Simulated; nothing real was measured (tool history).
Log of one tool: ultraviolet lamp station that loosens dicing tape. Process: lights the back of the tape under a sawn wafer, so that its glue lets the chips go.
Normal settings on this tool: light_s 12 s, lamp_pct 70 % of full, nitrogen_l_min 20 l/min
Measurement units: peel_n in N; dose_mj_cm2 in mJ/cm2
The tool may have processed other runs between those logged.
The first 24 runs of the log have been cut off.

run	hour	light_s	lamp_pct	nitrogen_l_min	hours of work of the lamp	hours of work since the window was cleaned	peel_n	dose_mj_cm2
25	849.3	7	71	20	1496	191	2.805	156
26	873.7	7	71	20	1513	208	3.033	159
27	894.9	8	70	31	1529	224	2.402	174
28	916.4	16	96	7	1544	239	0.83	471
29	938.8	14	89	20	1560	256	0.762	381
30	970.8	14	91	35	1584	279	0.631	377
31	1000.4	24	91	10	1605	300	0.403	641
32	1040.9	23	72	13	1634	329	0.599	480
33	1086.5	16	70	20	1667	362	1.063	320

Estimate the outcome of run 34 from the log above:
34	1107.7	11	65	13	1683	378	?	?

Logged for run 34: peel_n 2.52 N, dose_mj_cm2 204 mJ/cm2.
With no hidden state in the tool, this same run would have given peel_n 1.037 N, dose_mj_cm2 362 mJ/cm2.

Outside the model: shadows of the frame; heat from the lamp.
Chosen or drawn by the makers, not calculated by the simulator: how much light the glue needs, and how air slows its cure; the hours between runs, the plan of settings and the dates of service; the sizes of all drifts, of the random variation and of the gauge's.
